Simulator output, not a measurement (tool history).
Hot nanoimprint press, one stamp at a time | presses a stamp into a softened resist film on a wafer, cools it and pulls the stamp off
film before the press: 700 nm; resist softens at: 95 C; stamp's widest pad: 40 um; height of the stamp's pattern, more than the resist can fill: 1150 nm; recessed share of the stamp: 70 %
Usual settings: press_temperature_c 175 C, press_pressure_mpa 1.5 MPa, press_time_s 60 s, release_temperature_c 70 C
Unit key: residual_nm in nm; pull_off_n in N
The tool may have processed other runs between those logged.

run,hour,press_temperature_c,press_pressure_mpa,press_time_s,release_temperature_c,residual_nm,pull_off_n
1,0.0,175,1.5,60,70,306.0,204
2,20.7,175,1.5,60,70,308.3,208
3,55.2,175,1.5,97,70,253.0,206
# hour 89.5: stamp cleaned and given a new release coat
4,91.5,175,1.5,52,70,323.4,204
# hour 109.6: plate thermocouple calibrated
5,121.2,175,1.5,52,70,326.3,207
6,145.3,175,1.5,52,70,324.0,203
7,159.9,175,1.5,60,70,307.7,207
8,188.3,175,1.5,60,70,307.1,206
9,211.9,175,1.5,60,70,306.6,202

Run 10, settings as shown, results not yet in. Your forecast:
# hour 225.9: stamp cleaned and given a new release coat
10,236.5,175,1.5,60,70,?,?

For run 10 the tool returned residual_nm 304.6 nm, pull_off_n 204 N.
Take away the tool's hidden state, keep the run-to-run variation as it was, and the same run would have given residual_nm 307.9 nm, pull_off_n 204 N.
